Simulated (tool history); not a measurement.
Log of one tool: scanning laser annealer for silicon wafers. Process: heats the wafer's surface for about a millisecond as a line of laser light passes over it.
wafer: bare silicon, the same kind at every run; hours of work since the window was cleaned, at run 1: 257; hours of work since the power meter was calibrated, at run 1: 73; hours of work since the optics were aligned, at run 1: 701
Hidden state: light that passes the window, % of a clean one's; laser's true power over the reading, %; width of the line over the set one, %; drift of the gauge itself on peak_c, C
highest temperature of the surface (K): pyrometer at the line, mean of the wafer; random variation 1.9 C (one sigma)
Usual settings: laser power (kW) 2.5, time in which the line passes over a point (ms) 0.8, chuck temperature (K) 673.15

| run | hour | laser power (kW) | time in which the line passes over a point (ms) | chuck temperature (K) | hours of work since the window was cleaned | hours of work since the power meter was calibrated | hours of work since the optics were aligned | highest temperature of the surface (K) |
|---|---|---|---|---|---|---|---|---|
| 1 | 0 | 2.5 | 0.8 | 673.15 | 257 | 73 | 701 | 1374.15 |
| 2 | 38.1 | 2.5 | 0.8 | 673.15 | 279 | 95 | 723 | 1376.15 |
| 3 | 59.5 | 2.5 | 0.874 | 673.15 | 291 | 107 | 735 | 1400.15 |
| 4 | 88.8 | 2.5 | 0.874 | 673.15 | 308 | 124 | 752 | 1404.15 |
| 5 | 107.8 | 2.5 | 0.874 | 673.15 | 319 | 135 | 762 | 1402.15 |
| 6 | 142.7 | 2.5 | 0.8 | 685.15 | 339 | 155 | 782 | 1387.15 |
| 7 | 167.8 | 2.5 | 0.8 | 685.15 | 353 | 169 | 797 | 1381.15 |
| 8 | 189.9 | 2.5 | 0.8 | 685.15 | 366 | 181 | 809 | 1378.15 |
| 9 | 219.5 | 2.5 | 0.8 | 685.15 | 382 | 198 | 826 | 1379.15 |
| 10 | 250.9 | 2.5 | 0.8 | 673.15 | 400 | 216 | 844 | 1368.15 |
| 11 | 285.2 | 2.326 | 0.8 | 673.15 | 420 | 236 | 863 | 1311.15 |
| 12 | 306.4 | 2.326 | 0.8 | 673.15 | 432 | 248 | 875 | 1312.15 |
| 13 | 340.3 | 2.213 | 0.625 | 697.15 | 451 | 267 | 895 | 1231.15 |
| 14 | 365.5 | 2.5 | 0.8 | 675.15 | 465 | 281 | 909 | 1369.15 |
| 15 | 386.8 | 2.5 | 0.8 | 675.15 | 478 | 294 | 921 | 1366.15 |
| 16 | 409.2 | 2.679 | 0.648 | 635.15 | 490 | 306 | 934 | 1310.15 |
| 17 | 430 | 2.679 | 0.648 | 635.15 | 502 | 318 | 946 | 1313.15 |
| 18 | 458.6 | 2.684 | 0.648 | 636.15 | 518 | 334 | 962 | 1313.15 |
| 19 | 495.2 | 2.684 | 0.648 | 636.15 | 539 | 355 | 983 | 1311.15 |
| 20 | 519.9 | 2.684 | 0.648 | 636.15 | 553 | 369 | 997 | 1312.15 |
| 21 | 545.9 | 2.5 | 0.8 | 645.15 | 568 | 384 | 1012 | 1332.15 |
| 22 | 575.1 | 2.5 | 0.8 | 645.15 | 585 | 401 | 1028 | 1334.15 |
| 23 | 603.6 | 2.532 | 0.91 | 703.15 | 601 | 417 | 1044 | 1443.15 |

Forecast each of these 5 alternatives for the next run:
| A | 636.4 | 2.532 | 0.91 | 633.15 | 619 | 435 | 1063 | ? |
| B | 636.4 | 2.482 | 0.93 | 682.15 | 619 | 435 | 1063 | ? |
| C | 636.4 | 2.558 | 0.8 | 703.15 | 619 | 435 | 1063 | ? |
| D | 636.4 | 2.695 | 0.611 | 652.15 | 619 | 435 | 1063 | ? |
| E | 636.4 | 2.532 | 0.971 | 692.15 | 619 | 435 | 1063 | ? |

| run | highest temperature of the surface (K) |
|---|---|
| A | 1370.15 |
| B | 1413.15 |
| C | 1405.15 |
| D | 1309.15 |
| E | 1454.15 |
Without the tool's hidden state the same runs would have given:
| run | highest temperature of the surface (K) |
|---|---|
| A | 1408.15 |
| B | 1450.15 |
| C | 1441.15 |
| D | 1342.15 |
| E | 1493.15 |
